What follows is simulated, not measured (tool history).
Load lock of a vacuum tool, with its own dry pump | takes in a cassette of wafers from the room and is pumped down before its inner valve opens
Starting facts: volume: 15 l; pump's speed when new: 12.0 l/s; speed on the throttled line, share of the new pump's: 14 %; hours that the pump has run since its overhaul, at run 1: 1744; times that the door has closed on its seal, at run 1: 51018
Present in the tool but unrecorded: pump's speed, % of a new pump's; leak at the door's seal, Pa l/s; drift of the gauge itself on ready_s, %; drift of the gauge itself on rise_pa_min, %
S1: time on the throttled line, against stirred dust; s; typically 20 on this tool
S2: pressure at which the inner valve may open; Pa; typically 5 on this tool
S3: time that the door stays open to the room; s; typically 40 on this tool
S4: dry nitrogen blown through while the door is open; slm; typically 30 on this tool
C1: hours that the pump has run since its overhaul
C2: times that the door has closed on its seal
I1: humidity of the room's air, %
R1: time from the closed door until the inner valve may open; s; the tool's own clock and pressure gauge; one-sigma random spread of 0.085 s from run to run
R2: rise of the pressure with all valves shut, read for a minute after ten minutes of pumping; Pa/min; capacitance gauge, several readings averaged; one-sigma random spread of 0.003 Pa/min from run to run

Run 1, hour 0: usual settings; C1 1744; C2 51018; I1 47.9. Result: R1 30.05 s, R2 0.475 Pa/min.
Run 2, hour 272.8: usual settings; C1 2016; C2 51615; I1 43.2. Result: R1 30.15 s, R2 0.49 Pa/min.
Run 3, hour 819.8: usual settings; C1 2563; C2 52811; I1 46.4. Result: R1 30.19 s, R2 0.501 Pa/min.
Run 4, hour 1229.6: usual settings; C1 2973; C2 53707; I1 45.8. Result: R1 30.15 s, R2 0.512 Pa/min.
Run 5, hour 1533: usual settings but S3 120 s; C1 3277; C2 54371; I1 41.8. Result: R1 30.52 s, R2 0.535 Pa/min.
At hour 1920: door's seal changed, seat wiped.
Run 6, hour 1946.2: usual settings but S3 144 s; C1 3688; C2 57; I1 45.4. Result: R1 30.29 s, R2 0.035 Pa/min.
Run 7, hour 2439.5: usual settings but S4 37 slm; C1 4182; C2 1136; I1 41.3. Result: R1 30.47 s, R2 0.025 Pa/min.
Run 8, hour 2873.7: usual settings; C1 4616; C2 2085; I1 45.1. Result: R1 30.53 s, R2 0.038 Pa/min.
Run 9, hour 3217.2: usual settings; C1 4959; C2 2837; I1 46.6. Result: R1 30.53 s, R2 0.041 Pa/min.
Run 10, hour 3565: usual settings; C1 5307; C2 3597; I1 44.4. Result: R1 30.39 s, R2 0.036 Pa/min.
Run 11, hour 4023.9: usual settings; C1 5766; C2 4601; I1 40.1. Result: R1 30.71 s, R2 0.041 Pa/min.
Run 12, hour 4292.9: usual settings; C1 6035; C2 5189; I1 45.1. Result: R1 30.44 s, R2 0.043 Pa/min.
Run 13, hour 4879: usual settings but S4 23 slm; C1 6621; C2 6471; I1 45.2. Result: R1 30.56 s, R2 0.052 Pa/min.
Run 14, hour 5426: usual settings; C1 7168; C2 7667; I1 44.6. Result: R1 30.73 s, R2 0.055 Pa/min.
Run 15, hour 5997.2: usual settings; C1 7739; C2 8916; I1 47. Result: R1 30.7 s, R2 0.062 Pa/min.
Run 16, hour 6604.4: usual settings; C1 8347; C2 10244; I1 45.9. Result: R1 30.64 s, R2 0.068 Pa/min.
Run 17, hour 6987.1: usual settings; C1 8729; C2 11081; I1 47.8. Result: R1 30.72 s, R2 0.076 Pa/min.
Run 18, hour 7342.6: usual settings; C1 9085; C2 11858; I1 50.4. Result: R1 30.72 s, R2 0.078 Pa/min.
Run 19, hour 7883.1: usual settings; C1 9625; C2 13040; I1 44.7. Result: R1 30.92 s, R2 0.084 Pa/min.
Run 20, hour 8391.7: usual settings; C1 10134; C2 14153; I1 42.8. Result: R1 30.96 s, R2 0.087 Pa/min.
Run 21, hour 8963.4: usual settings but S4 5 slm; C1 10706; C2 15403; I1 45.1. Result: R1 31.03 s, R2 0.109 Pa/min.
Run 22, hour 9543.1: usual settings but S4 5 slm; C1 11285; C2 16670; I1 46.8. Result: R1 31.04 s, R2 0.123 Pa/min.
Run 23, hour 9840.3: usual settings but S2 8 Pa, S3 28 s, S4 22 slm; C1 11582; C2 17320; I1 43.5. Result: R1 30.44 s, R2 0.118 Pa/min.
Run 24, hour 10244.7: usual settings but S2 8 Pa, S3 28 s, S4 22 slm; C1 11987; C2 18205; I1 43.8. Result: R1 30.4 s, R2 0.115 Pa/min.
Run 25, hour 10726.7: usual settings but S2 10 Pa; C1 12469; C2 19259; I1 42.1. Result: R1 30.09 s, R2 0.122 Pa/min.
Run 26, hour 11298.4: usual settings but S2 10 Pa; C1 13041; C2 20509; I1 47.4. Result: R1 30.32 s, R2 0.135 Pa/min.
Run 27, hour 11892.3: usual settings but S2 10 Pa; C1 13634; C2 21808; I1 45.5. Result: R1 30.23 s, R2 0.144 Pa/min.
Run 28, hour 12422.5: usual settings; C1 14165; C2 22967; I1 46.5. Result: R1 31.32 s, R2 0.156 Pa/min.
Run 29, hour 13027.6: usual settings but S1 33 s, S2 6 Pa, S3 167 s, S4 26 slm; C1 14770; C2 24291; I1 41.9. Result: R1 42.11 s, R2 0.173 Pa/min.
Run 30, hour 13578.8: usual settings but S1 33 s, S2 8 Pa, S3 167 s, S4 26 slm; C1 15321; C2 25496; I1 47.3. Result: R1 41.65 s, R2 0.188 Pa/min.
Run 31, hour 14161.7: usual settings but S1 33 s, S2 8 Pa, S3 167 s, S4 26 slm; C1 15904; C2 26771; I1 46.8. Result: R1 41.59 s, R2 0.196 Pa/min.
Run 32, hour 14764.2: usual settings but S1 16 s, S3 203 s, S4 17 slm; C1 16506; C2 28088; I1 43.4. Result: R1 28.35 s, R2 0.223 Pa/min.
Run 33, hour 15172.1: usual settings but S1 18 s, S3 211 s, S4 4 slm; C1 16914; C2 28980; I1 46.2. Result: R1 29.99 s, R2 0.251 Pa/min.
Run 34, hour 15688.7: usual settings but S1 11 s, S2 4 Pa, S3 99 s, S4 22 slm; C1 17431; C2 30110; I1 41.1. Result: R1 24.78 s, R2 0.228 Pa/min.
Run 35, hour 16265.9: usual settings but S1 11 s, S2 4 Pa, S3 99 s, S4 22 slm; C1 18008; C2 31372; I1 44.2. Result: R1 24.84 s, R2 0.246 Pa/min.
At hour 16498.1: dry pump taken out, an overhauled one fitted.
Run 36, hour 16835.9: usual settings but S4 5 slm; C1 338; C2 32606; I1 47.7. Result: R1 29.86 s, R2 0.264 Pa/min.
Run 37, hour 17448.1: usual settings but S1 33 s, S2 4 Pa, S4 8 slm; C1 950; C2 33945; I1 42.8. Result: R1 41.44 s, R2 0.267 Pa/min.

Branching from run 37: 3 alternative next runs. What would each branch give?
Run A, hour 17826.9: usual settings but S1 31 s; C1 1329; C2 34773; I1 44.9. Result: R1 ?, R2 ?.
Run B, hour 17826.9: usual settings but S1 28 s; C1 1329; C2 34773; I1 44. Result: R1 ?, R2 ?.
Run C, hour 17826.9: usual settings but S1 11 s, S2 4 Pa, S4 8 slm; C1 1329; C2 34773; I1 46.3. Result: R1 ?, R2 ?.

run     R1     R2
  A  39.55  0.265
  B  36.85  0.272
  C   22.5  0.277
What these runs would have given with no unlogged condition in the tool:
run     R1     R2
  A   39.4   0.02
  B  36.69   0.02
  C   22.3  0.033
